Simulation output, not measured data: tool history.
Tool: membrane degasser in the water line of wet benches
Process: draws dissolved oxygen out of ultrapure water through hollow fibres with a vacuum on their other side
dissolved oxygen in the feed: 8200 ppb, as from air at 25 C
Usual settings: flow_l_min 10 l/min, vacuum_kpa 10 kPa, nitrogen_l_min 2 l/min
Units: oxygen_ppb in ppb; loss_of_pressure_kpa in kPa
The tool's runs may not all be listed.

{"run": 1, "hour": 0.0, "flow_l_min": 10, "vacuum_kpa": 10, "nitrogen_l_min": 2, "oxygen_ppb": 245.6, "loss_of_pressure_kpa": 29.01}
{"run": 2, "hour": 93.5, "flow_l_min": 10, "vacuum_kpa": 9, "nitrogen_l_min": 2, "oxygen_ppb": 233, "loss_of_pressure_kpa": 28.65}
{"run": 3, "hour": 167.0, "flow_l_min": 8, "vacuum_kpa": 10, "nitrogen_l_min": 2, "oxygen_ppb": 157.4, "loss_of_pressure_kpa": 23.18}
{"run": 4, "hour": 247.7, "flow_l_min": 8, "vacuum_kpa": 10, "nitrogen_l_min": 2, "oxygen_ppb": 157.2, "loss_of_pressure_kpa": 23.14}
{"run": 5, "hour": 315.6, "flow_l_min": 8, "vacuum_kpa": 10, "nitrogen_l_min": 2, "oxygen_ppb": 157.9, "loss_of_pressure_kpa": 22.89}
{"run": 6, "hour": 373.2, "flow_l_min": 8, "vacuum_kpa": 10, "nitrogen_l_min": 2, "oxygen_ppb": 158.5, "loss_of_pressure_kpa": 23.05}
{"run": 7, "hour": 453.3, "flow_l_min": 10, "vacuum_kpa": 10, "nitrogen_l_min": 2, "oxygen_ppb": 253.9, "loss_of_pressure_kpa": 28.76}
{"run": 8, "hour": 501.9, "flow_l_min": 10, "vacuum_kpa": 10, "nitrogen_l_min": 2, "oxygen_ppb": 247.3, "loss_of_pressure_kpa": 29.08}
{"run": 9, "hour": 547.5, "flow_l_min": 10, "vacuum_kpa": 10, "nitrogen_l_min": 2, "oxygen_ppb": 250.5, "loss_of_pressure_kpa": 28.75}
{"run": 10, "hour": 643.0, "flow_l_min": 10, "vacuum_kpa": 10, "nitrogen_l_min": 2, "oxygen_ppb": 252.5, "loss_of_pressure_kpa": 29.13}
{"run": 11, "hour": 721.2, "flow_l_min": 10, "vacuum_kpa": 10, "nitrogen_l_min": 2, "oxygen_ppb": 250.3, "loss_of_pressure_kpa": 28.95}
{"hour": 729.0, "done": "vacuum gauge calibrated"}
{"run": 12, "hour": 766.6, "flow_l_min": 10, "vacuum_kpa": 10, "nitrogen_l_min": 3.18, "oxygen_ppb": 223.9, "loss_of_pressure_kpa": 29.25}
{"run": 13, "hour": 831.2, "flow_l_min": 10, "vacuum_kpa": 10, "nitrogen_l_min": 3.18, "oxygen_ppb": 226, "loss_of_pressure_kpa": 28.73}
{"run": 14, "hour": 904.0, "flow_l_min": 10, "vacuum_kpa": 10, "nitrogen_l_min": 3.18, "oxygen_ppb": 226.8, "loss_of_pressure_kpa": 28.61}
{"run": 15, "hour": 959.6, "flow_l_min": 10, "vacuum_kpa": 10, "nitrogen_l_min": 3.18, "oxygen_ppb": 222.5, "loss_of_pressure_kpa": 28.91}
{"run": 16, "hour": 1060.2, "flow_l_min": 7, "vacuum_kpa": 10, "nitrogen_l_min": 2, "oxygen_ppb": 123.1, "loss_of_pressure_kpa": 20.52}
{"run": 17, "hour": 1131.4, "flow_l_min": 16, "vacuum_kpa": 10, "nitrogen_l_min": 2.59, "oxygen_ppb": 573.6, "loss_of_pressure_kpa": 46.58}
{"hour": 1190.5, "done": "vacuum gauge calibrated, once more"}
{"run": 18, "hour": 1205.3, "flow_l_min": 6, "vacuum_kpa": 12, "nitrogen_l_min": 2.64, "oxygen_ppb": 86.9, "loss_of_pressure_kpa": 17.45}
{"run": 19, "hour": 1310.7, "flow_l_min": 10, "vacuum_kpa": 12, "nitrogen_l_min": 1.11, "oxygen_ppb": 355.5, "loss_of_pressure_kpa": 28.94}
{"run": 20, "hour": 1381.1, "flow_l_min": 10, "vacuum_kpa": 12, "nitrogen_l_min": 1.11, "oxygen_ppb": 352.3, "loss_of_pressure_kpa": 29.42}
{"run": 21, "hour": 1433.6, "flow_l_min": 10, "vacuum_kpa": 12, "nitrogen_l_min": 1.11, "oxygen_ppb": 346.8, "loss_of_pressure_kpa": 28.57}
{"run": 22, "hour": 1506.2, "flow_l_min": 7, "vacuum_kpa": 8.7, "nitrogen_l_min": 1.41, "oxygen_ppb": 131.5, "loss_of_pressure_kpa": 20.51}
{"run": 23, "hour": 1567.3, "flow_l_min": 10, "vacuum_kpa": 16.7, "nitrogen_l_min": 2.29, "oxygen_ppb": 312.4, "loss_of_pressure_kpa": 28.93}
{"run": 24, "hour": 1612.2, "flow_l_min": 7, "vacuum_kpa": 23.4, "nitrogen_l_min": 2, "oxygen_ppb": 237.7, "loss_of_pressure_kpa": 20.61}
{"run": 25, "hour": 1672.9, "flow_l_min": 7, "vacuum_kpa": 23.4, "nitrogen_l_min": 2, "oxygen_ppb": 236.3, "loss_of_pressure_kpa": 20.5}
{"run": 26, "hour": 1774.9, "flow_l_min": 6, "vacuum_kpa": 7.1, "nitrogen_l_min": 3.58, "oxygen_ppb": 53.6, "loss_of_pressure_kpa": 17.52}
{"run": 27, "hour": 1832.4, "flow_l_min": 10, "vacuum_kpa": 7.1, "nitrogen_l_min": 2.37, "oxygen_ppb": 216.1, "loss_of_pressure_kpa": 29.33}
{"run": 28, "hour": 1938.4, "flow_l_min": 8, "vacuum_kpa": 22.6, "nitrogen_l_min": 3.43, "oxygen_ppb": 204.7, "loss_of_pressure_kpa": 23.47}
{"run": 29, "hour": 2006.8, "flow_l_min": 9, "vacuum_kpa": 12.8, "nitrogen_l_min": 1.42, "oxygen_ppb": 277.9, "loss_of_pressure_kpa": 26.38}
{"run": 30, "hour": 2059.6, "flow_l_min": 9, "vacuum_kpa": 12.8, "nitrogen_l_min": 1.42, "oxygen_ppb": 282, "loss_of_pressure_kpa": 26.44}
{"run": 31, "hour": 2113.2, "flow_l_min": 10, "vacuum_kpa": 8.5, "nitrogen_l_min": 1.02, "oxygen_ppb": 299.5, "loss_of_pressure_kpa": 29.18}
{"run": 32, "hour": 2218.6, "flow_l_min": 7, "vacuum_kpa": 17.9, "nitrogen_l_min": 1.3, "oxygen_ppb": 258.5, "loss_of_pressure_kpa": 20.51}

Some steps in oxygen_ppb between neighbouring runs. How much of each would the tool show without its hidden state too (settings, what came in, random variation), and how much is left for the hidden state, with any gauge scatter that isn't in both results?
The hidden state here: membrane still open, %; true pressure behind the membrane over the reading, kPa; air that leaks in behind the membrane, l/min; drift of the gauge itself on oxygen_ppb, %; drift of the gauge itself on loss_of_pressure_kpa, %.
Run 16 -> 17: flow_l_min 7 -> 16, nitrogen_l_min 2 -> 2.59. oxygen_ppb +450.5 ppb: hidden state +45.4, all else +405.1.
Run 17 -> 18: flow_l_min 16 -> 6, vacuum_kpa 10 -> 12, nitrogen_l_min 2.59 -> 2.64, vacuum gauge calibrated, once more. oxygen_ppb -486.7 ppb: hidden state -52.8, all else -433.9.
Run 18 -> 19: flow_l_min 6 -> 10, nitrogen_l_min 2.64 -> 1.11. oxygen_ppb +268.6 ppb: hidden state +20.7, all else +247.9.
Run 26 -> 27: flow_l_min 6 -> 10, nitrogen_l_min 3.58 -> 2.37. oxygen_ppb +162.5 ppb: hidden state +22.9, all else +139.6.

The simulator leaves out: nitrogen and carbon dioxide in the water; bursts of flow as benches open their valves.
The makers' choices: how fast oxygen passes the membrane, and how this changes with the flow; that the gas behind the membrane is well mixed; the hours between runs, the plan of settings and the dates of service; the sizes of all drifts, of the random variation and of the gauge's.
